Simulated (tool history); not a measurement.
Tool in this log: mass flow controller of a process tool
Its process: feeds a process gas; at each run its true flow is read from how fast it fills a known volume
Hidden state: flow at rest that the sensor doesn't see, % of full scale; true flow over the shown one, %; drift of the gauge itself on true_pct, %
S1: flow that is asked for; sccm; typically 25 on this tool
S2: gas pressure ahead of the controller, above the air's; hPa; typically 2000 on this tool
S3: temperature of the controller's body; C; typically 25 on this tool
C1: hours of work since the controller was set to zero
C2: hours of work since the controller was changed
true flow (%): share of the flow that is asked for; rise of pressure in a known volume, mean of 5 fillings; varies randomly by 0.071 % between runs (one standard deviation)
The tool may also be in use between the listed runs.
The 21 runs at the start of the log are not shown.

{"run": 22, "day": 281.058, "S1": 7, "S2": 2000, "S3": 25, "C1": 5274, "C2": 12343, "true flow (%)": 96.7}
{"run": 23, "day": 300.225, "S1": 7, "S2": 2000, "S3": 25, "C1": 5604, "C2": 12673, "true flow (%)": 96.45}
{"run": 24, "day": 311.875, "S1": 7, "S2": 2000, "S3": 25, "C1": 5804, "C2": 12873, "true flow (%)": 96.32}
{"run": 25, "day": 321.5, "S1": 7, "S2": 1880, "S3": 23, "C1": 5970, "C2": 13039, "true flow (%)": 96.33}
{"run": 26, "day": 332.262, "S1": 7, "S2": 1880, "S3": 23, "C1": 6155, "C2": 13224, "true flow (%)": 96.07}
{"run": 27, "day": 347.942, "S1": 7, "S2": 1880, "S3": 23, "C1": 6425, "C2": 13494, "true flow (%)": 95.86}
{"run": 28, "day": 362.321, "S1": 20, "S2": 2450, "S3": 24, "C1": 6672, "C2": 13741, "true flow (%)": 100.73}
{"day": 370.162, "done": "controller's zero set anew"}
{"run": 29, "day": 378.658, "S1": 12, "S2": 1580, "S3": 24, "C1": 146, "C2": 14022, "true flow (%)": 103.14}
{"run": 30, "day": 389.946, "S1": 12, "S2": 1580, "S3": 20, "C1": 340, "C2": 14216, "true flow (%)": 102.83}
{"run": 31, "day": 408.762, "S1": 12, "S2": 1580, "S3": 20, "C1": 664, "C2": 14540, "true flow (%)": 102.82}
{"run": 32, "day": 424.175, "S1": 8, "S2": 2000, "S3": 25, "C1": 929, "C2": 14805, "true flow (%)": 102.42}
{"day": 434.167, "done": "controller exchanged for a calibrated one"}
{"run": 33, "day": 437.708, "S1": 15, "S2": 2390, "S3": 21, "C1": 61, "C2": 61, "true flow (%)": 98.62}
{"run": 34, "day": 448.133, "S1": 7, "S2": 2000, "S3": 25, "C1": 240, "C2": 240, "true flow (%)": 98.72}
{"run": 35, "day": 460.204, "S1": 29, "S2": 2700, "S3": 25, "C1": 448, "C2": 448, "true flow (%)": 99.24}
{"run": 36, "day": 476.738, "S1": 12, "S2": 1650, "S3": 25, "C1": 732, "C2": 732, "true flow (%)": 98.89}
{"run": 37, "day": 494.146, "S1": 12, "S2": 1650, "S3": 25, "C1": 1032, "C2": 1032, "true flow (%)": 98.8}

Consider 4 possible next runs. They are alternatives, not a sequence: every one starts from the tool as it was left by run 37. What does each give?
{"run": "A", "day": 502.604, "S1": 11, "S2": 2380, "S3": 27, "C1": 1177, "C2": 1177, "true flow (%)": "?"}
{"run": "B", "day": 502.604, "S1": 12, "S2": 1650, "S3": 34, "C1": 1177, "C2": 1177, "true flow (%)": "?"}
{"run": "C", "day": 502.604, "S1": 36, "S2": 2440, "S3": 24, "C1": 1177, "C2": 1177, "true flow (%)": "?"}
{"run": "D", "day": 502.604, "S1": 25, "S2": 1420, "S3": 24, "C1": 1177, "C2": 1177, "true flow (%)": "?"}

run=A true_flow_(%)=98.53
run=B true_flow_(%)=99.09
run=C true_flow_(%)=99.46
run=D true_flow_(%)=99.64
Without the tool's hidden state the same runs would have given:
run=A true_flow_(%)=99.16
run=B true_flow_(%)=99.65
run=C true_flow_(%)=99.43
run=D true_flow_(%)=99.74
